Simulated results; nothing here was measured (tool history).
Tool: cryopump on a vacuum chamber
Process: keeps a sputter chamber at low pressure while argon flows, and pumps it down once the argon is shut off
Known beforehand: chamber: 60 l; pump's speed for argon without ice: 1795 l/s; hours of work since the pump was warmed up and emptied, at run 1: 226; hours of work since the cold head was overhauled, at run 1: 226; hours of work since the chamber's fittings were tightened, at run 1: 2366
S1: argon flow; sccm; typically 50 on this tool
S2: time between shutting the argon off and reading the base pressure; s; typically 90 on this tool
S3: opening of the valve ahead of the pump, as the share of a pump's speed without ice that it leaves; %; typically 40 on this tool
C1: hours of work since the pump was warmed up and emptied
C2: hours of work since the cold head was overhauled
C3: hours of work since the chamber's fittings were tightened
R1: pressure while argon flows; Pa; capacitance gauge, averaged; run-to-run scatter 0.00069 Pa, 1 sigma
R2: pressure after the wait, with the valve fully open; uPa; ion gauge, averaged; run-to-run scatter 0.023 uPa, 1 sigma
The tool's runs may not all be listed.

run	day	S1	S2	S3	C1	C2	C3	R1	R2
1	0.000	50	90	40	226	226	2366	0.1246	1.98
2	0.904	50	90	40	244	244	2384	0.1250	1.96
3	1.679	50	90	40	260	260	2400	0.1244	1.98
4	2.621	50	90	52	278	278	2418	0.0980	2.03
5	3.104	50	90	52	288	288	2428	0.0967	1.99
6	3.846	50	90	52	303	303	2443	0.0981	2.05
7	4.467	72	90	52	315	315	2455	0.1419	2.02
8	5.196	72	90	52	330	330	2470	0.1436	2.09
9	6.021	72	90	52	346	346	2486	0.1437	2.02
10	7.042	72	90	52	367	367	2507	0.1439	2.15
11	7.942	50	90	15	385	385	2525	0.3252	2.17
12	9.092	42	90	40	408	408	2548	0.1072	2.12
13	10.108	42	90	40	428	428	2568	0.1093	2.18
14	10.867	50	90	40	443	443	2583	0.1290	2.18
15	11.442	50	90	40	455	455	2595	0.1302	2.16
16	12.346	50	90	21	473	473	2613	0.2372	2.30
17	13.221	50	90	21	490	490	2630	0.2385	2.25
18	14.271	50	123	40	511	511	2651	0.1315	2.17
19	15.429	44	288	47	535	535	2675	0.1015	1.97
20	16.429	50	117	40	555	555	2695	0.1348	2.22
21	17.008	33	43	28	566	566	2706	0.1217	3.08
22	17.883	33	43	28	584	584	2724	0.1228	3.12
23	18.396	33	43	28	594	594	2734	0.1221	3.12

What does the tool deliver on the next run?
24	19.346	50	125	21	613	613	2753	?	?

Logged for run 24: R1 0.2432 Pa, R2 2.29 uPa.
Were there no unlogged condition in the tool, this run, its random variation unchanged, would have produced R1 0.2244 Pa, R2 0.58 uPa.
